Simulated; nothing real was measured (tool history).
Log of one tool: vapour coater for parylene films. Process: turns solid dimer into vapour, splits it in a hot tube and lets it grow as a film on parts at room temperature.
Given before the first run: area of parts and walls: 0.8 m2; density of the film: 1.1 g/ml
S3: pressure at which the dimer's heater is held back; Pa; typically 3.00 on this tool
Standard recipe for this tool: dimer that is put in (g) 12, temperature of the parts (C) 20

run 1 hour=0.0 | dimer_that_is_put_in_(g)=12 temperature_of_the_parts_(C)=20 S3=3.00 | thickness_of_the_film_(um)=9.92
-- hour=33.3 trap's valve overhauled
run 2 hour=33.3 | dimer_that_is_put_in_(g)=12 temperature_of_the_parts_(C)=20 S3=3.00 | thickness_of_the_film_(um)=11.14
run 3 hour=45.5 | dimer_that_is_put_in_(g)=9 temperature_of_the_parts_(C)=20 S3=3.00 | thickness_of_the_film_(um)=8.46
run 4 hour=71.9 | dimer_that_is_put_in_(g)=9 temperature_of_the_parts_(C)=20 S3=3.00 | thickness_of_the_film_(um)=8.34
run 5 hour=84.7 | dimer_that_is_put_in_(g)=21 temperature_of_the_parts_(C)=20 S3=3.00 | thickness_of_the_film_(um)=19.24
run 6 hour=101.9 | dimer_that_is_put_in_(g)=21 temperature_of_the_parts_(C)=20 S3=3.00 | thickness_of_the_film_(um)=19.49
run 7 hour=119.5 | dimer_that_is_put_in_(g)=21 temperature_of_the_parts_(C)=20 S3=3.00 | thickness_of_the_film_(um)=19.07
run 8 hour=136.6 | dimer_that_is_put_in_(g)=21 temperature_of_the_parts_(C)=20 S3=2.29 | thickness_of_the_film_(um)=19.96
run 9 hour=163.1 | dimer_that_is_put_in_(g)=21 temperature_of_the_parts_(C)=20 S3=2.29 | thickness_of_the_film_(um)=20.12
run 10 hour=189.5 | dimer_that_is_put_in_(g)=12 temperature_of_the_parts_(C)=20 S3=3.00 | thickness_of_the_film_(um)=10.91
run 11 hour=215.3 | dimer_that_is_put_in_(g)=17 temperature_of_the_parts_(C)=20 S3=3.00 | thickness_of_the_film_(um)=15.06
run 12 hour=241.5 | dimer_that_is_put_in_(g)=17 temperature_of_the_parts_(C)=20 S3=3.00 | thickness_of_the_film_(um)=15.02
run 13 hour=269.8 | dimer_that_is_put_in_(g)=17 temperature_of_the_parts_(C)=20 S3=9.19 | thickness_of_the_film_(um)=13.16
run 14 hour=290.4 | dimer_that_is_put_in_(g)=17 temperature_of_the_parts_(C)=20 S3=2.26 | thickness_of_the_film_(um)=15.49
run 15 hour=318.0 | dimer_that_is_put_in_(g)=12 temperature_of_the_parts_(C)=20 S3=11.30 | thickness_of_the_film_(um)=8.76
run 16 hour=334.7 | dimer_that_is_put_in_(g)=12 temperature_of_the_parts_(C)=20 S3=11.30 | thickness_of_the_film_(um)=8.82
run 17 hour=350.3 | dimer_that_is_put_in_(g)=12 temperature_of_the_parts_(C)=18 S3=3.00 | thickness_of_the_film_(um)=10.85
run 18 hour=375.9 | dimer_that_is_put_in_(g)=12 temperature_of_the_parts_(C)=17 S3=3.00 | thickness_of_the_film_(um)=10.72
run 19 hour=397.4 | dimer_that_is_put_in_(g)=12 temperature_of_the_parts_(C)=16 S3=3.00 | thickness_of_the_film_(um)=11.19
run 20 hour=417.8 | dimer_that_is_put_in_(g)=12 temperature_of_the_parts_(C)=16 S3=3.00 | thickness_of_the_film_(um)=11.06
run 21 hour=436.2 | dimer_that_is_put_in_(g)=12 temperature_of_the_parts_(C)=16 S3=3.00 | thickness_of_the_film_(um)=11.06
run 22 hour=453.6 | dimer_that_is_put_in_(g)=12 temperature_of_the_parts_(C)=16 S3=3.00 | thickness_of_the_film_(um)=10.97
run 23 hour=466.0 | dimer_that_is_put_in_(g)=12 temperature_of_the_parts_(C)=16 S3=3.00 | thickness_of_the_film_(um)=10.88
run 24 hour=494.3 | dimer_that_is_put_in_(g)=12 temperature_of_the_parts_(C)=20 S3=8.66 | thickness_of_the_film_(um)=8.63
run 25 hour=509.3 | dimer_that_is_put_in_(g)=7 temperature_of_the_parts_(C)=20 S3=3.00 | thickness_of_the_film_(um)=5.84
run 26 hour=525.9 | dimer_that_is_put_in_(g)=16 temperature_of_the_parts_(C)=13 S3=6.87 | thickness_of_the_film_(um)=13.21
run 27 hour=551.0 | dimer_that_is_put_in_(g)=16 temperature_of_the_parts_(C)=13 S3=6.87 | thickness_of_the_film_(um)=13.14
-- hour=568.1 trap's valve overhauled
run 28 hour=580.5 | dimer_that_is_put_in_(g)=16 temperature_of_the_parts_(C)=13 S3=6.87 | thickness_of_the_film_(um)=15.36
run 29 hour=599.7 | dimer_that_is_put_in_(g)=17 temperature_of_the_parts_(C)=29 S3=6.87 | thickness_of_the_film_(um)=12.28
run 30 hour=627.1 | dimer_that_is_put_in_(g)=12 temperature_of_the_parts_(C)=16 S3=3.00 | thickness_of_the_film_(um)=11.99
run 31 hour=647.6 | dimer_that_is_put_in_(g)=12 temperature_of_the_parts_(C)=16 S3=2.77 | thickness_of_the_film_(um)=12.03
run 32 hour=669.8 | dimer_that_is_put_in_(g)=12 temperature_of_the_parts_(C)=16 S3=7.20 | thickness_of_the_film_(um)=10.56
run 33 hour=687.9 | dimer_that_is_put_in_(g)=12 temperature_of_the_parts_(C)=16 S3=4.26 | thickness_of_the_film_(um)=11.22
run 34 hour=705.8 | dimer_that_is_put_in_(g)=12 temperature_of_the_parts_(C)=16 S3=4.26 | thickness_of_the_film_(um)=11.33
run 35 hour=723.0 | dimer_that_is_put_in_(g)=12 temperature_of_the_parts_(C)=14 S3=3.00 | thickness_of_the_film_(um)=12.20
run 36 hour=736.8 | dimer_that_is_put_in_(g)=12 temperature_of_the_parts_(C)=14 S3=3.00 | thickness_of_the_film_(um)=12.06
run 37 hour=757.0 | dimer_that_is_put_in_(g)=12 temperature_of_the_parts_(C)=20 S3=9.44 | thickness_of_the_film_(um)=9.38
run 38 hour=774.9 | dimer_that_is_put_in_(g)=19 temperature_of_the_parts_(C)=27 S3=3.19 | thickness_of_the_film_(um)=15.05
run 39 hour=790.8 | dimer_that_is_put_in_(g)=19 temperature_of_the_parts_(C)=12 S3=2.61 | thickness_of_the_film_(um)=19.88
run 40 hour=809.1 | dimer_that_is_put_in_(g)=18 temperature_of_the_parts_(C)=17 S3=5.85 | thickness_of_the_film_(um)=15.55
run 41 hour=830.9 | dimer_that_is_put_in_(g)=18 temperature_of_the_parts_(C)=30 S3=4.67 | thickness_of_the_film_(um)=12.74
run 42 hour=859.2 | dimer_that_is_put_in_(g)=5 temperature_of_the_parts_(C)=18 S3=3.00 | thickness_of_the_film_(um)=4.54
run 43 hour=875.5 | dimer_that_is_put_in_(g)=12 temperature_of_the_parts_(C)=18 S3=4.93 | thickness_of_the_film_(um)=10.30
run 44 hour=888.3 | dimer_that_is_put_in_(g)=15 temperature_of_the_parts_(C)=20 S3=6.56 | thickness_of_the_film_(um)=11.83
run 45 hour=902.3 | dimer_that_is_put_in_(g)=15 temperature_of_the_parts_(C)=20 S3=6.56 | thickness_of_the_film_(um)=11.65
run 46 hour=915.1 | dimer_that_is_put_in_(g)=15 temperature_of_the_parts_(C)=20 S3=6.56 | thickness_of_the_film_(um)=11.85
run 47 hour=939.0 | dimer_that_is_put_in_(g)=5 temperature_of_the_parts_(C)=20 S3=6.56 | thickness_of_the_film_(um)=3.87

Each row is a separate what-if for the run after 47, all from the same tool condition, not one after another. Results?
run A hour=962.0 | dimer_that_is_put_in_(g)=12 temperature_of_the_parts_(C)=18 S3=3.00 | thickness_of_the_film_(um)=?
run B hour=962.0 | dimer_that_is_put_in_(g)=14 temperature_of_the_parts_(C)=20 S3=7.30 | thickness_of_the_film_(um)=?
run C hour=962.0 | dimer_that_is_put_in_(g)=8 temperature_of_the_parts_(C)=15 S3=8.30 | thickness_of_the_film_(um)=?
run D hour=962.0 | dimer_that_is_put_in_(g)=12 temperature_of_the_parts_(C)=20 S3=2.18 | thickness_of_the_film_(um)=?

run=A thickness_of_the_film_(um)=10.56
run=B thickness_of_the_film_(um)=10.68
run=C thickness_of_the_film_(um)=6.54
run=D thickness_of_the_film_(um)=10.59
Without the tool's hidden state the same runs would have given:
run=A thickness_of_the_film_(um)=11.55
run=B thickness_of_the_film_(um)=11.68
run=C thickness_of_the_film_(um)=7.15
run=D thickness_of_the_film_(um)=11.59

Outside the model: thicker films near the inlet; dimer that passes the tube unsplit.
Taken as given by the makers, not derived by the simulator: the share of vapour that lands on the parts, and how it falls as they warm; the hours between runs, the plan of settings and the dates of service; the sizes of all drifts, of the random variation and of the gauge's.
